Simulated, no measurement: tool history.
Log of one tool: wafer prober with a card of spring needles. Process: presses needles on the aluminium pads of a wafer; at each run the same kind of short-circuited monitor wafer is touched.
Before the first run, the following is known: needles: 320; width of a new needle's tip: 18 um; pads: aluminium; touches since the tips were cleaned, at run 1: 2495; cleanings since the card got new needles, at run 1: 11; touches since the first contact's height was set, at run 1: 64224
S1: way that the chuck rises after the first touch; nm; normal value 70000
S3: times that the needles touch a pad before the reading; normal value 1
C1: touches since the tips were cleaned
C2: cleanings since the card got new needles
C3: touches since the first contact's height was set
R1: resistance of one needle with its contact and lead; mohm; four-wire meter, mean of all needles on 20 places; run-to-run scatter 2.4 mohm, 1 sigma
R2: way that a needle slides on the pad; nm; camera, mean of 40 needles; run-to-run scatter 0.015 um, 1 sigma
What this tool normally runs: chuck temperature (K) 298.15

run 1 hour=0 | S1=70000 chuck_temperature_(K)=298.15 S3=1 | C1=2495 C2=11 C3=64224 | R1=298 R2=8910
-- hour=5.9 tips cleaned on abrasive film
run 2 hour=8.4 | S1=70000 chuck_temperature_(K)=298.15 S3=1 | C1=1151 C2=12 C3=68178 | R1=290 R2=8900
-- hour=14.6 height of the first contact set anew
run 3 hour=14.7 | S1=70000 chuck_temperature_(K)=298.15 S3=1 | C1=4034 C2=12 C3=51 | R1=303 R2=9040
-- hour=16.8 tips cleaned on abrasive film
run 4 hour=22.8 | S1=70000 chuck_temperature_(K)=298.15 S3=1 | C1=2898 C2=13 C3=3917 | R1=304 R2=9040
-- hour=28 tips cleaned on abrasive film
run 5 hour=32.9 | S1=57000 chuck_temperature_(K)=298.15 S3=1 | C1=2367 C2=14 C3=8711 | R1=317 R2=7330
-- hour=38.9 tips cleaned on abrasive film
run 6 hour=41.2 | S1=57000 chuck_temperature_(K)=298.15 S3=1 | C1=1120 C2=15 C3=12628 | R1=298 R2=7310
-- hour=49.6 tips cleaned on abrasive film
run 7 hour=52 | S1=62000 chuck_temperature_(K)=298.15 S3=1 | C1=1145 C2=16 C3=17769 | R1=294 R2=7960
run 8 hour=57.6 | S1=70000 chuck_temperature_(K)=298.15 S3=1 | C1=3809 C2=16 C3=20433 | R1=304 R2=8980
-- hour=60.3 tips cleaned on abrasive film
run 9 hour=66.1 | S1=70000 chuck_temperature_(K)=298.15 S3=1 | C1=2798 C2=17 C3=24473 | R1=303 R2=8960
-- hour=70.8 tips cleaned on abrasive film
run 10 hour=70.8 | S1=70000 chuck_temperature_(K)=298.15 S3=1 | C1=0 C2=18 C3=26687 | R1=272 R2=8970
run 11 hour=80.3 | S1=70000 chuck_temperature_(K)=298.15 S3=1 | C1=4541 C2=18 C3=31228 | R1=313 R2=8970
-- hour=81.8 tips cleaned on abrasive film
run 12 hour=89 | S1=70000 chuck_temperature_(K)=298.15 S3=1 | C1=3435 C2=19 C3=35329 | R1=304 R2=8960
-- hour=92.5 tips cleaned on abrasive film
run 13 hour=96.5 | S1=70000 chuck_temperature_(K)=298.15 S3=1 | C1=1922 C2=20 C3=38902 | R1=293 R2=8940
-- hour=103.5 tips cleaned on abrasive film
run 14 hour=107.5 | S1=70000 chuck_temperature_(K)=298.15 S3=1 | C1=1915 C2=21 C3=44102 | R1=295 R2=8920
-- hour=114.4 tips cleaned on abrasive film
run 15 hour=114.7 | S1=61000 chuck_temperature_(K)=388.15 S3=2 | C1=149 C2=22 C3=47534 | R1=306 R2=7740
run 16 hour=124.1 | S1=63000 chuck_temperature_(K)=388.15 S3=2 | C1=4633 C2=22 C3=52018 | R1=328 R2=8020
-- hour=125.3 tips cleaned on abrasive film
run 17 hour=131.4 | S1=64000 chuck_temperature_(K)=307.15 S3=2 | C1=2934 C2=23 C3=55476 | R1=297 R2=8120
-- hour=136 tips cleaned on abrasive film
run 18 hour=136 | S1=80000 chuck_temperature_(K)=390.15 S3=1 | C1=0 C2=24 C3=57638 | R1=297 R2=10190
run 19 hour=141.6 | S1=79000 chuck_temperature_(K)=298.15 S3=2 | C1=2652 C2=24 C3=60290 | R1=284 R2=10060

Estimate the outcome of run 20 from the log above:
run 20 hour=146 | S1=54000 chuck_temperature_(K)=360.15 S3=2 | C1=4793 C2=24 C3=62431 | R1=? R2=?

Run 20 measured R1 342 mohm, R2 6820 nm.
On a tool with no hidden condition, and with the same random variation, this run would have come out at R1 303 mohm, R2 6950 nm.
